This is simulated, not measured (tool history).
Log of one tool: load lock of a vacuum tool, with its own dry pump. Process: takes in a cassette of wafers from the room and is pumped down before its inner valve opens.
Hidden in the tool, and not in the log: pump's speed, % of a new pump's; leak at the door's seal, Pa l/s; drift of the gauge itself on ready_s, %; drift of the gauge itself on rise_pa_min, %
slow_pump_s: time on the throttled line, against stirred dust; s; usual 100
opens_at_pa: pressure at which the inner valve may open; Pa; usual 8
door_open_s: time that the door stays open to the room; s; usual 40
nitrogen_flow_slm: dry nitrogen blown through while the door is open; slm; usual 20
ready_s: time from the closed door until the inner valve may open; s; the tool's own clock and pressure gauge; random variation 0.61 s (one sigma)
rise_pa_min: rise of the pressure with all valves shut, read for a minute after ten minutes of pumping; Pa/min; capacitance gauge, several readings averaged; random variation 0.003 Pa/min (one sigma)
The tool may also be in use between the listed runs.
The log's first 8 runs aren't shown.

| run | hour | slow_pump_s | opens_at_pa | door_open_s | nitrogen_flow_slm | hours that the pump has run since its overhaul | times that the door has closed on its seal | incoming humidity of the room's air, % | ready_s | rise_pa_min |
|---|---|---|---|---|---|---|---|---|---|---|
| 9 | 1385.1 | 100 | 8 | 40 | 20 | 1408 | 6470 | 46.7 | 134.2 | 0.037 |
| 10 | 1620.0 | 100 | 8 | 97 | 20 | 1643 | 6977 | 44.8 | 133.8 | 0.038 |
| 11 | 1807.4 | 84 | 8 | 40 | 20 | 1830 | 7382 | 43.9 | 120.3 | 0.034 |
| 12 | 2025.6 | 100 | 8 | 40 | 24 | 2049 | 7854 | 46.7 | 134.0 | 0.042 |
| 13 | 2259.5 | 100 | 8 | 40 | 24 | 2283 | 8359 | 44.0 | 134.2 | 0.044 |
| 14 | 2394.3 | 100 | 8 | 40 | 24 | 2417 | 8651 | 45.2 | 134.5 | 0.033 |
| 15 | 2541.2 | 100 | 8 | 40 | 24 | 2564 | 8968 | 43.1 | 134.8 | 0.041 |
| 16 | 2687.5 | 100 | 8 | 40 | 24 | 2710 | 9284 | 43.4 | 133.4 | 0.041 |
| 17 | 2893.6 | 100 | 8 | 40 | 24 | 2917 | 9729 | 46.0 | 136.2 | 0.047 |
| 18 | 3024.6 | 100 | 8 | 40 | 35 | 3048 | 10012 | 43.8 | 135.5 | 0.047 |
| 19 | 3166.4 | 100 | 8 | 228 | 35 | 3189 | 10319 | 46.7 | 134.9 | 0.055 |
| 20 | 3363.8 | 184 | 10 | 228 | 35 | 3387 | 10745 | 45.4 | 209.4 | 0.058 |
| 21 | 3509.5 | 184 | 10 | 228 | 35 | 3532 | 11060 | 45.7 | 208.4 | 0.063 |
| 22 | 3630.7 | 184 | 10 | 228 | 35 | 3654 | 11322 | 46.3 | 209.7 | 0.064 |
| 23 | 3841.5 | 184 | 10 | 228 | 35 | 3864 | 11778 | 45.1 | 210.0 | 0.064 |
| 24 | 3955.1 | 184 | 8 | 69 | 35 | 3978 | 12023 | 44.0 | 211.0 | 0.053 |
| 25 | 4104.9 | 184 | 8 | 69 | 35 | 4128 | 12347 | 44.6 | 212.9 | 0.059 |
| 26 | 4268.1 | 184 | 8 | 69 | 35 | 4291 | 12700 | 42.6 | 210.7 | 0.055 |
| 27 | 4450.0 | 134 | 6 | 32 | 35 | 4473 | 13093 | 41.9 | 168.5 | 0.053 |
| 28 | 4636.0 | 134 | 6 | 32 | 35 | 4659 | 13494 | 48.5 | 166.5 | 0.053 |
| 29 | 4773.3 | 134 | 7 | 32 | 6 | 4796 | 13791 | 43.4 | 167.7 | 0.065 |
| 30 | 4902.5 | 72 | 8 | 40 | 20 | 4925 | 14070 | 43.2 | 110.0 | 0.058 |
| 31 | 5120.5 | 133 | 8 | 40 | 10 | 5144 | 14542 | 51.2 | 165.4 | 0.075 |
| 32 | 5307.0 | 133 | 8 | 40 | 10 | 5330 | 14944 | 45.4 | 167.7 | 0.070 |
| 33 | 5552.4 | 163 | 10 | 37 | 6 | 5575 | 15475 | 45.1 | 191.4 | 0.079 |

Forecast each of these 4 alternatives for the next run:
| A | 5655.4 | 100 | 16 | 136 | 15 | 5678 | 15697 | 44.4 | ? | ? |
| B | 5655.4 | 82 | 10 | 37 | 6 | 5678 | 15697 | 41.9 | ? | ? |
| C | 5655.4 | 142 | 8 | 33 | 16 | 5678 | 15697 | 46.8 | ? | ? |
| D | 5655.4 | 100 | 8 | 217 | 20 | 5678 | 15697 | 44.7 | ? | ? |

| run | ready_s | rise_pa_min |
|---|---|---|
| A | 132.0 | 0.084 |
| B | 119.0 | 0.085 |
| C | 175.1 | 0.075 |
| D | 135.7 | 0.088 |
Without the tool's hidden state the same runs would have given:
| run | ready_s | rise_pa_min |
|---|---|---|
| A | 129.3 | 0.035 |
| B | 115.8 | 0.035 |
| C | 172.4 | 0.025 |
| D | 132.6 | 0.037 |
